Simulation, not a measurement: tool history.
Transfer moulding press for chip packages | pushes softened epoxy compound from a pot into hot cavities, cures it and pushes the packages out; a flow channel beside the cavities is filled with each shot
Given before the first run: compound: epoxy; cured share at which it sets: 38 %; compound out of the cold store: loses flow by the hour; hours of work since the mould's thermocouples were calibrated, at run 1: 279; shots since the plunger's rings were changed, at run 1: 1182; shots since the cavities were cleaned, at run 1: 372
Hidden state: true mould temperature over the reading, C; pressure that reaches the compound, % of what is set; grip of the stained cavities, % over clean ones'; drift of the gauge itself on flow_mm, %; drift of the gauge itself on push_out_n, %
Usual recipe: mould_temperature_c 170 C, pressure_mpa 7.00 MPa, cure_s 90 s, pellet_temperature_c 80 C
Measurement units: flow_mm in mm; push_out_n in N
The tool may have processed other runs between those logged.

run   hour  mould_temperature_c  pressure_mpa  cure_s  pellet_temperature_c  hours of work since the mould's thermocouples were calibrated  shots since the plunger's rings were changed  shots since the cavities were cleaned  incoming compound's hours out of the cold store  flow_mm  push_out_n
  1    0.0                  170          7.00      90                    80                                                            279                                          1182                                    372                                             36.6      490         550
  2   14.4                  170          7.00      90                    80                                                            289                                          1372                                    562                                             32.0      488         583
  3   27.7                  170          7.00      90                    80                                                            299                                          1548                                    738                                             20.2      518         669
      39.7  -- cavities cleaned with cleaning compound and waxed
  4   40.9                  170          7.00      90                    80                                                            307                                          1701                                     16                                             40.0      484         361
  5   47.4                  170          7.00      90                    80                                                            312                                          1787                                    102                                             39.8      486         420
  6   55.1                  170          7.00      90                    80                                                            317                                          1888                                    203                                             39.0      489         450
  7   63.0                  170          7.00      90                    80                                                            323                                          1993                                    308                                             17.5      510         534
  8   70.6                  170          7.00      90                    80                                                            328                                          2093                                    408                                             10.8      524         567
  9   83.1                  174          7.00      90                    80                                                            337                                          2258                                    573                                             38.3      477         471
 10   94.8                  174          7.00      90                    80                                                            346                                          2412                                    727                                             43.5      460         515
     107.7  -- cavities cleaned with cleaning compound and waxed
 11  108.5                  170          7.00      90                    80                                                            354                                          2573                                     11                                             20.2      499         375
 12  117.1                  170          7.00      90                    80                                                            361                                          2686                                    124                                             43.0      465         413
 13  128.9                  170          7.00      90                    80                                                            369                                          2841                                    279                                             43.8      467         510
 14  136.1                  170          7.00      90                    80                                                            374                                          2937                                    375                                             24.5      487         546
 15  147.1                  171          7.97     105                    80                                                            382                                          3081                                    519                                             30.7      517         435
     150.0  -- mould's thermocouples calibrated
 16  158.1                  176          7.00      88                    80                                                              6                                          3200                                    638                                              9.2      498         472
 17  166.0                  173          7.00      81                    78                                                             12                                          3305                                    743                                             44.7      459         644
 18  174.5                  178          7.00     120                    78                                                             18                                          3416                                    854                                             11.3      484         439
     177.9  -- cavities cleaned with cleaning compound and waxed
 19  185.0                  170          7.00      90                    88                                                             24                                          3534                                     92                                             24.3      483         409
 20  194.7                  170          5.78     102                    81                                                             31                                          3663                                    221                                             18.2      448         370
     204.5  -- plunger's sealing rings changed
     207.2  -- mould's thermocouples calibrated, once more
 21  210.4                  170          5.78     102                    81                                                              2                                            51                                    369                                             13.6      484         453
 22  222.8                  163          5.81      90                    80                                                             11                                           214                                    532                                              8.0      511        1246
 23  229.4                  170          7.00      90                    74                                                             16                                           301                                    619                                             38.3      501         687
 24  239.4                  170          7.00      90                    74                                                             23                                           433                                    751                                             19.2      513         728
     250.5  -- cavities cleaned with cleaning compound and waxed
 25  255.6                  170          7.00     128                    90                                                             34                                           627                                     67                                             17.0      525         257
 26  263.2                  172          5.89      90                    80                                                             39                                           727                                    167                                             11.8      482         440
 27  274.1                  176          6.88      91                    84                                                             47                                           871                                    311                                             21.1      493         370
 28  285.6                  176          6.88      91                    84                                                             55                                          1022                                    462                                             14.0      499         421

Across each entry between runs, compare the hidden state at the last listed run before it with the hidden state at the first listed run after it:
Between runs 3 and 4: cavities cleaned with cleaning compound and waxed (hour 39.7)
  true mould temperature over the reading, C: 0.62 -> 0.63; pressure that reaches the compound, % of what is set: 95.21 -> 94.75; grip of the stained cavities, % over clean ones': 81.6 -> 4.4
  measured minus no-state result, flow_mm: -14 -> -14 mm; push_out_n: +283 -> -2 N
Between runs 10 and 11: cavities cleaned with cleaning compound and waxed (hour 107.7)
  true mould temperature over the reading, C: 0.69 -> 0.7; pressure that reaches the compound, % of what is set: 92.7 -> 92.22; grip of the stained cavities, % over clean ones': 80.8 -> 3.4
  measured minus no-state result, flow_mm: -19 -> -23 mm; push_out_n: +219 -> -9 N
Between runs 15 and 16: mould's thermocouples calibrated (hour 150.0)
  true mould temperature over the reading, C: 0.74 -> 0.87; pressure that reaches the compound, % of what is set: 90.7 -> 90.31; grip of the stained cavities, % over clean ones': 65.9 -> 76
  measured minus no-state result, flow_mm: -27 -> -28 mm; push_out_n: +166 -> +194 N
Between runs 18 and 19: cavities cleaned with cleaning compound and waxed (hour 177.9)
  true mould temperature over the reading, C: 0.88 -> 0.89; pressure that reaches the compound, % of what is set: 89.64 -> 89.27; grip of the stained cavities, % over clean ones': 90.2 -> 17.4
  measured minus no-state result, flow_mm: -29 -> -31 mm; push_out_n: +207 -> +36 N
Between runs 20 and 21: plunger's sealing rings changed (hour 204.5); mould's thermocouples calibrated, once more (hour 207.2)
  true mould temperature over the reading, C: 0.9 -> -0.11; pressure that reaches the compound, % of what is set: 88.92 -> 99.58; grip of the stained cavities, % over clean ones': 35.3 -> 52.2
  measured minus no-state result, flow_mm: -30 -> +0 mm; push_out_n: +82 -> +159 N
Between runs 24 and 25: cavities cleaned with cleaning compound and waxed (hour 250.5)
  true mould temperature over the reading, C: -0.08 -> -0.06; pressure that reaches the compound, % of what is set: 98.45 -> 97.89; grip of the stained cavities, % over clean ones': 84.3 -> 11.7
  measured minus no-state result, flow_mm: -4 -> -6 mm; push_out_n: +334 -> +27 N
